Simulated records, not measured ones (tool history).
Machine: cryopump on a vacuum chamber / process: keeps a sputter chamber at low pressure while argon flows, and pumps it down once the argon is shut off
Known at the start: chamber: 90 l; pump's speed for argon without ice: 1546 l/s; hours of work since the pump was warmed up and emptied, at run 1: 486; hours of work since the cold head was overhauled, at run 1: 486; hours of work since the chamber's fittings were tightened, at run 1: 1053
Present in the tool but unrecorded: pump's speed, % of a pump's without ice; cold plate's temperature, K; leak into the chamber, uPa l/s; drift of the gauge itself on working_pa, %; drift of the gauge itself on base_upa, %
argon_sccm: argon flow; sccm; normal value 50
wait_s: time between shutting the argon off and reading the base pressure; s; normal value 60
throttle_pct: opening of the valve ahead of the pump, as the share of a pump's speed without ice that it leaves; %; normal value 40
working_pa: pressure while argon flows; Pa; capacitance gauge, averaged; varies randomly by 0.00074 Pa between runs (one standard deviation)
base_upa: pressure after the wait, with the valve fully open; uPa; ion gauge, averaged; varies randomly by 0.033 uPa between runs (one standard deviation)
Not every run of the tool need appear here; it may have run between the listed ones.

run	day	argon_sccm	wait_s	throttle_pct	hours of work since the pump was warmed up and emptied	hours of work since the cold head was overhauled	hours of work since the chamber's fittings were tightened	working_pa	base_upa
1	0.000	50	60	40	486	486	1053	0.1450	2.55
2	0.596	50	60	40	492	492	1060	0.1463	2.67
3	1.771	50	60	40	504	504	1072	0.1472	2.63
4	2.346	27	60	40	510	510	1078	0.0785	2.62
5	3.333	27	60	40	521	521	1088	0.0792	2.56
6	3.846	27	60	40	526	526	1094	0.0794	2.55
7	4.808	28	60	40	536	536	1104	0.0824	2.63
8	6.033	28	60	40	549	549	1117	0.0832	2.71
9	6.979	50	60	40	559	559	1126	0.1478	2.65
10	7.879	50	60	40	568	568	1136	0.1475	2.75
11	8.500	50	60	40	575	575	1142	0.1481	2.60
12	9.254	50	60	40	583	583	1150	0.1485	2.73
13	9.779	50	60	40	588	588	1156	0.1481	2.71
14	10.933	50	60	40	600	600	1168	0.1474	2.74
15	12.038	50	60	40	612	612	1180	0.1494	2.71
16	12.958	50	60	40	622	622	1189	0.1481	2.74
17	13.567	50	60	40	628	628	1196	0.1495	2.69
18	14.212	50	176	43	635	635	1202	0.1393	1.77
19	14.858	50	176	43	641	641	1209	0.1397	1.68
20	16.067	50	176	43	654	654	1222	0.1396	1.74
21	16.838	50	36	56	662	662	1230	0.1108	3.79
22	17.412	34	36	56	668	668	1236	0.0751	3.82
23	18.400	34	221	19	679	679	1246	0.2050	1.68
24	18.904	94	30	40	684	684	1251	0.2836	4.45
25	19.729	94	30	40	692	692	1260	0.2839	4.35
26	20.329	94	30	40	699	699	1266	0.2830	4.32
27	21.104	37	30	17	707	707	1275	0.2468	4.49
28	22.112	37	30	17	717	717	1285	0.2498	4.53
29	22.671	22	69	16	723	723	1291	0.1570	2.68
30	23.817	22	69	16	735	735	1303	0.1565	2.67
31	24.858	22	69	16	746	746	1314	0.1549	2.75
32	25.929	47	102	16	757	757	1325	0.3374	2.22
33	26.746	87	138	16	766	766	1334	0.6202	2.00
34	27.338	63	101	46	772	772	1340	0.1710	2.32

Forecast each of these 3 alternatives for the next run:
A	28.004	27	158	27	779	779	1347	?	?
B	28.004	63	243	46	779	779	1347	?	?
C	28.004	50	128	40	779	779	1347	?	?

run	working_pa	base_upa
A	0.1178	1.90
B	0.1693	1.77
C	0.1523	2.10
What these runs would have given with no unlogged condition in the tool:
run	working_pa	base_upa
A	0.1091	0.78
B	0.1490	0.61
C	0.1362	0.94
